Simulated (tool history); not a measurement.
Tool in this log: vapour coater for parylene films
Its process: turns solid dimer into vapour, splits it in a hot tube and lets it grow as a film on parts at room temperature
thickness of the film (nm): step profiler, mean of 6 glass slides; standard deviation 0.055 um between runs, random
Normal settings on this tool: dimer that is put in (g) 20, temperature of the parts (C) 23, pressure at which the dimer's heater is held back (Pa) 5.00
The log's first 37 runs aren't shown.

run    hour  dimer that is put in (g)  temperature of the parts (C)  pressure at which the dimer's heater is held back (Pa)  thickness of the film (nm)
 38  2035.0                        26                            21                                                    5.11                        9160
 39  2089.8                        34                            23                                                    3.83                       11640
 40  2145.2                        20                            27                                                    4.86                        5410
     2207.4  -- trap's valve overhauled
 41  2219.9                        20                            27                                                    4.86                        5460
 42  2261.1                        20                            23                                                   10.41                        5440
 43  2328.8                        20                            23                                                   10.41                        5460
     2383.8  -- table's thermometer calibrated
 44  2405.4                        20                            23                                                   10.41                        5440
 45  2478.7                        16                            16                                                    2.50                        7100
 46  2514.8                        36                            20                                                    5.21                       13000

Branching from run 46: 5 alternative next runs. What would each branch give?
  A  2556.3                        36                            20                                                    7.64                           ?
  B  2556.3                        36                            27                                                   10.34                           ?
  C  2556.3                         8                            17                                                    3.60                           ?
  D  2556.3                        24                            18                                                    4.01                           ?
  E  2556.3                        22                            20                                                    2.22                           ?

run  thickness of the film (nm)
  A                       12040
  B                        8090
  C                        3540
  D                       10080
  E                        9620
Stripped of hidden state, with their random variation kept, the same runs would have yielded:
run  thickness of the film (nm)
  A                       12100
  B                        8130
  C                        3560
  D                       10140
  E                        9670

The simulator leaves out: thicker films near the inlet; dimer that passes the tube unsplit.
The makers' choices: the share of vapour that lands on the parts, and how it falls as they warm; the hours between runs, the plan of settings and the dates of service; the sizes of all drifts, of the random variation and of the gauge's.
